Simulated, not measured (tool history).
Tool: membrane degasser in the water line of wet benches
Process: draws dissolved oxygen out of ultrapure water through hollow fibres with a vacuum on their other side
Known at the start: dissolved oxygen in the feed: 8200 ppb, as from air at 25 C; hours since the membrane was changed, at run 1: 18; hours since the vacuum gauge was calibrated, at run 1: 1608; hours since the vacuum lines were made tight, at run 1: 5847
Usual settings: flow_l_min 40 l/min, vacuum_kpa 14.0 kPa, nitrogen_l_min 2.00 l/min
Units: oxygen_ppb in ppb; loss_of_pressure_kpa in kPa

run,hour,flow_l_min,vacuum_kpa,nitrogen_l_min,hours since the membrane was changed,hours since the vacuum gauge was calibrated,hours since the vacuum lines were made tight,oxygen_ppb,loss_of_pressure_kpa
1,0.0,40,14.0,2.00,18,1608,5847,465.5,39.00
2,90.1,40,14.0,2.79,108,1698,5937,353.3,38.65
3,187.2,43,14.0,2.79,205,1795,6034,375.2,41.59
4,268.2,40,14.0,2.00,286,1876,6115,468.1,38.61
5,350.6,34,14.0,2.00,368,1958,6198,403.5,33.19
6,504.2,40,14.0,2.00,522,2112,6351,465.9,38.91
7,599.2,40,17.5,2.00,617,2207,6446,605.2,39.05
8,749.9,40,14.0,2.00,768,2358,6597,466.1,39.01
9,912.2,40,14.0,2.00,930,2520,6759,462.3,38.75
10,1069.9,40,14.0,2.00,1088,2678,6917,464.6,38.97
11,1198.0,40,14.0,2.00,1216,2806,7045,465.8,39.21
12,1328.4,40,14.0,2.00,1346,2936,7175,466.0,39.17
13,1525.8,40,14.0,1.59,1544,3133,7373,565.9,38.96
14,1613.9,29,14.0,2.00,1632,3222,7461,347.4,28.23
15,1790.1,29,14.0,2.00,1808,3398,7637,350.8,27.79
16,1922.6,29,14.0,2.00,1940,3530,7770,349.9,28.40
17,2108.2,29,17.8,3.06,2126,3716,7955,319.9,28.51
18,2218.3,40,27.3,2.00,2236,3826,8065,965.7,39.27
19,2324.3,40,10.9,2.00,2342,3932,8171,340.2,39.10
20,2406.4,40,10.9,2.00,2424,4014,8253,340.9,39.14
21,2558.7,45,24.6,2.87,2577,4166,8406,718.1,44.49
22,2739.4,29,30.7,4.92,2757,4347,8586,379.6,28.69
23,2849.6,51,13.9,0.81,2867,4457,8697,1104.7,50.33
24,3045.3,40,21.3,3.20,3063,4653,8892,502.2,38.92
25,3146.8,34,15.8,4.98,3165,4754,8994,208.7,33.39
26,3232.1,36,15.8,0.97,3250,4840,9079,870.6,35.59
27,3361.1,36,15.8,2.30,3379,4969,9208,435.5,35.44
28,3530.6,36,15.8,2.30,3548,5138,9378,433.3,35.86
29,3670.3,36,15.8,2.30,3688,5278,9517,433.8,35.27
# hour 3817.8: vacuum gauge calibrated
30,3832.8,36,15.8,2.30,3850,15,9679,436.5,35.73
31,3968.9,36,15.8,2.30,3986,151,9815,435.8,35.25

How the hidden state differs across the entries between the runs, from the last listed run before each to the first after it:
Between runs 29 and 30: vacuum gauge calibrated (hour 3817.8)
  true pressure behind the membrane over the reading, kPa: 0.01 -> 0; drift of the gauge itself on loss_of_pressure_kpa, %: 1.9 -> 1.98
  measured less the result without the state, loss_of_pressure_kpa: +0.68 -> +0.71 kPa
